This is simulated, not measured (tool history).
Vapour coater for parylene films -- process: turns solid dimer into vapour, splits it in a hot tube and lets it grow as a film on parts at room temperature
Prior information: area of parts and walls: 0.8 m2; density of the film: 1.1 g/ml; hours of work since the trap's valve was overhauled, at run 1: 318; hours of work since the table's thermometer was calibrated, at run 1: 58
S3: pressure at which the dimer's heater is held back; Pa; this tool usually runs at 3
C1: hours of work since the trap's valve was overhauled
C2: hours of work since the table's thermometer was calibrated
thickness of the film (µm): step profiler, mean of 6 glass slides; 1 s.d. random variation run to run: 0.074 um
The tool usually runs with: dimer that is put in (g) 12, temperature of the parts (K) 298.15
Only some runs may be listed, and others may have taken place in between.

{"run": 1, "hour": 0.0, "dimer that is put in (g)": 12, "temperature of the parts (K)": 298.15, "S3": 3, "C1": 318, "C2": 58, "thickness of the film (µm)": 8.67}
{"run": 2, "hour": 9.0, "dimer that is put in (g)": 12, "temperature of the parts (K)": 298.15, "S3": 3, "C1": 323, "C2": 64, "thickness of the film (µm)": 8.69}
{"run": 3, "hour": 22.9, "dimer that is put in (g)": 12, "temperature of the parts (K)": 290.15, "S3": 3, "C1": 331, "C2": 72, "thickness of the film (µm)": 11.19}
{"run": 4, "hour": 32.7, "dimer that is put in (g)": 12, "temperature of the parts (K)": 290.15, "S3": 3, "C1": 337, "C2": 77, "thickness of the film (µm)": 11.18}
{"run": 5, "hour": 44.5, "dimer that is put in (g)": 12, "temperature of the parts (K)": 290.15, "S3": 3, "C1": 344, "C2": 84, "thickness of the film (µm)": 11.02}
{"run": 6, "hour": 52.2, "dimer that is put in (g)": 12, "temperature of the parts (K)": 298.15, "S3": 3, "C1": 348, "C2": 89, "thickness of the film (µm)": 8.56}
{"run": 7, "hour": 67.3, "dimer that is put in (g)": 12, "temperature of the parts (K)": 298.15, "S3": 3, "C1": 357, "C2": 98, "thickness of the film (µm)": 8.73}
{"run": 8, "hour": 74.0, "dimer that is put in (g)": 12, "temperature of the parts (K)": 298.15, "S3": 3, "C1": 361, "C2": 101, "thickness of the film (µm)": 8.57}
{"run": 9, "hour": 85.1, "dimer that is put in (g)": 12, "temperature of the parts (K)": 298.15, "S3": 3, "C1": 367, "C2": 108, "thickness of the film (µm)": 8.56}
{"run": 10, "hour": 97.5, "dimer that is put in (g)": 12, "temperature of the parts (K)": 298.15, "S3": 3, "C1": 375, "C2": 115, "thickness of the film (µm)": 8.69}
{"run": 11, "hour": 109.9, "dimer that is put in (g)": 12, "temperature of the parts (K)": 298.15, "S3": 3, "C1": 382, "C2": 122, "thickness of the film (µm)": 8.51}
{"run": 12, "hour": 118.4, "dimer that is put in (g)": 12, "temperature of the parts (K)": 298.15, "S3": 3, "C1": 387, "C2": 127, "thickness of the film (µm)": 8.61}
{"run": 13, "hour": 125.1, "dimer that is put in (g)": 5, "temperature of the parts (K)": 298.15, "S3": 3, "C1": 391, "C2": 131, "thickness of the film (µm)": 3.54}
{"run": 14, "hour": 135.7, "dimer that is put in (g)": 21, "temperature of the parts (K)": 298.15, "S3": 11.67, "C1": 397, "C2": 137, "thickness of the film (µm)": 10.91}
{"run": 15, "hour": 146.9, "dimer that is put in (g)": 21, "temperature of the parts (K)": 293.15, "S3": 3.9, "C1": 404, "C2": 144, "thickness of the film (µm)": 16.65}
{"run": 16, "hour": 153.7, "dimer that is put in (g)": 21, "temperature of the parts (K)": 293.15, "S3": 7.37, "C1": 407, "C2": 148, "thickness of the film (µm)": 14.14}
{"run": 17, "hour": 161.5, "dimer that is put in (g)": 6, "temperature of the parts (K)": 291.15, "S3": 7.13, "C1": 412, "C2": 153, "thickness of the film (µm)": 4.29}
{"run": 18, "hour": 172.2, "dimer that is put in (g)": 10, "temperature of the parts (K)": 300.15, "S3": 3.74, "C1": 418, "C2": 159, "thickness of the film (µm)": 6.31}
{"run": 19, "hour": 181.4, "dimer that is put in (g)": 11, "temperature of the parts (K)": 309.15, "S3": 3.74, "C1": 424, "C2": 164, "thickness of the film (µm)": 5.17}
{"run": 20, "hour": 194.0, "dimer that is put in (g)": 7, "temperature of the parts (K)": 298.15, "S3": 7.42, "C1": 431, "C2": 171, "thickness of the film (µm)": 3.99}
{"run": 21, "hour": 204.5, "dimer that is put in (g)": 12, "temperature of the parts (K)": 298.15, "S3": 5.44, "C1": 437, "C2": 178, "thickness of the film (µm)": 7.42}
{"run": 22, "hour": 218.8, "dimer that is put in (g)": 12, "temperature of the parts (K)": 293.15, "S3": 3, "C1": 445, "C2": 186, "thickness of the film (µm)": 9.87}
{"run": 23, "hour": 226.5, "dimer that is put in (g)": 12, "temperature of the parts (K)": 293.15, "S3": 3, "C1": 450, "C2": 190, "thickness of the film (µm)": 9.98}
{"run": 24, "hour": 235.8, "dimer that is put in (g)": 8, "temperature of the parts (K)": 295.15, "S3": 5.13, "C1": 455, "C2": 196, "thickness of the film (µm)": 5.47}
{"run": 25, "hour": 249.3, "dimer that is put in (g)": 12, "temperature of the parts (K)": 302.15, "S3": 3, "C1": 463, "C2": 204, "thickness of the film (µm)": 7.31}

What would each run have given without the hidden state, its run-to-run variation left as it was?
The tool's hidden condition here consists of: vapour lost through the trap's worn valve, %; true temperature of the parts over the reading, C; drift of the gauge itself on film_um, %.
run=1 thickness_of_the_film_(µm)=8.96
run=2 thickness_of_the_film_(µm)=8.99
run=3 thickness_of_the_film_(µm)=11.59
run=4 thickness_of_the_film_(µm)=11.58
run=5 thickness_of_the_film_(µm)=11.42
run=6 thickness_of_the_film_(µm)=8.88
run=7 thickness_of_the_film_(µm)=9.07
run=8 thickness_of_the_film_(µm)=8.9
run=9 thickness_of_the_film_(µm)=8.9
run=10 thickness_of_the_film_(µm)=9.04
run=11 thickness_of_the_film_(µm)=8.86
run=12 thickness_of_the_film_(µm)=8.97
run=13 thickness_of_the_film_(µm)=3.69
run=14 thickness_of_the_film_(µm)=11.38
run=15 thickness_of_the_film_(µm)=17.38
run=16 thickness_of_the_film_(µm)=14.78
run=17 thickness_of_the_film_(µm)=4.49
run=18 thickness_of_the_film_(µm)=6.6
run=19 thickness_of_the_film_(µm)=5.41
run=20 thickness_of_the_film_(µm)=4.18
run=21 thickness_of_the_film_(µm)=7.78
run=22 thickness_of_the_film_(µm)=10.36
run=23 thickness_of_the_film_(µm)=10.49
run=24 thickness_of_the_film_(µm)=5.75
run=25 thickness_of_the_film_(µm)=7.69
